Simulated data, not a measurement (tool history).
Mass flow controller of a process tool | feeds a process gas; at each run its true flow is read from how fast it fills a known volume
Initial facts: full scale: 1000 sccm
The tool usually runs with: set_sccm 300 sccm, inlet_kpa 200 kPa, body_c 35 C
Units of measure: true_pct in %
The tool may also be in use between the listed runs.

run    hour  set_sccm  inlet_kpa  body_c  true_pct
  1       0       300        200      35    100.42
  2   217.1       300        200      35    100.38
  3   479.6       300        200      35    100.42
  4   900.4       300        200      35    100.61
  5  1174.7       300        187      35    100.68
  6  1426.5       300        200      30    100.44
  7  1727.3       300        200      30    100.56
  8    2067       300        200      30    100.46
  9  2494.2       182        200      35    100.99
 10    2684       300        200      35    101.02
 11  3059.4       300        200      35    101.27
 12    3414       300        200      35    101.27
 13  3694.2       224        200      35    101.38
 14  3903.1       300        200      35     101.4
 15  4127.8       300        200      35     101.6
 16  4412.1       300        200      35    101.61
 17  4662.4       300        200      35    101.63
 18  5022.7       300        200      35    101.75
 19  5371.4       300        200      35    101.86
 20  5745.2       675        200      35    102.09
 21    6043       675        200      35     102.2
 22  6229.9       675        200      35     102.3
 23  6615.3       675        200      35    102.39
 24  7025.4       238        270      25    101.18
     7279.5  -- gauge calibrated
 25  7402.6       699        200      29    100.23

Run 26 is up next; what results do you expect?
 26  7778.4       259        200      24         ?

{"run 26": {"true_pct": 99.58}}
Take away the tool's hidden state, keep the run-to-run variation as it was, and the same run would have given true_pct 99.44 %.

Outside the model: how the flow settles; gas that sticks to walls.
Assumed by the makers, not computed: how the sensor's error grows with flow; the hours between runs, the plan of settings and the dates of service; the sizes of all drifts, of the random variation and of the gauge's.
